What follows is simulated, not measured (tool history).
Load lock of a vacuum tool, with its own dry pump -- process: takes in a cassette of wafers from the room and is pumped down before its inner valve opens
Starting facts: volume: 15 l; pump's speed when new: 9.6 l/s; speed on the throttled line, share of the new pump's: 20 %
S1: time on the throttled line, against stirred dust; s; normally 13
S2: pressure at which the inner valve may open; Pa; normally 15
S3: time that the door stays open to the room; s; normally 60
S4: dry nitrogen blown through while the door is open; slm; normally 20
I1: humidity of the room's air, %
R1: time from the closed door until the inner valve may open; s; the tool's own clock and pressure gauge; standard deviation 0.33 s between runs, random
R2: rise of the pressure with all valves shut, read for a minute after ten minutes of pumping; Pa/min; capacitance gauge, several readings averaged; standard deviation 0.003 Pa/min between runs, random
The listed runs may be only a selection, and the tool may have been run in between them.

run,hour,S1,S2,S3,S4,I1,R1,R2
1,0.0,13,15,60,20,45.7,24.6,0.046
2,243.4,13,17,60,20,45.3,23.8,0.045
3,350.6,13,17,60,20,42.7,24.2,0.042
4,586.8,13,17,60,16,44.8,23.7,0.053
5,700.8,13,15,60,20,47.4,24.1,0.053
6,838.4,13,15,60,20,44.2,24.2,0.051
7,961.5,7,15,60,15,44.4,19.3,0.054
8,1206.9,25,18,129,9,45.0,33.3,0.113
9,1386.0,13,15,83,8,43.8,24.3,0.079
10,1516.0,13,15,83,8,44.2,24.2,0.081
11,1644.6,13,26,83,28,45.6,23.6,0.051

Alternative continuations, all from the tool just after run 11; predict every row:
A,1817.8,13,26,83,23,44.4,?,?
B,1817.8,25,15,81,14,47.3,?,?
C,1817.8,7,28,30,28,45.1,?,?
D,1817.8,13,26,83,17,47.8,?,?
E,1817.8,13,15,172,17,48.1,?,?

run,R1,R2
A,23.5,0.054
B,34.5,0.068
C,18.0,0.028
D,23.4,0.070
E,23.9,0.112
With no hidden state in the tool, these same runs would have given:
run,R1,R2
A,23.5,0.053
B,34.5,0.067
C,18.0,0.027
D,23.4,0.069
E,23.9,0.111

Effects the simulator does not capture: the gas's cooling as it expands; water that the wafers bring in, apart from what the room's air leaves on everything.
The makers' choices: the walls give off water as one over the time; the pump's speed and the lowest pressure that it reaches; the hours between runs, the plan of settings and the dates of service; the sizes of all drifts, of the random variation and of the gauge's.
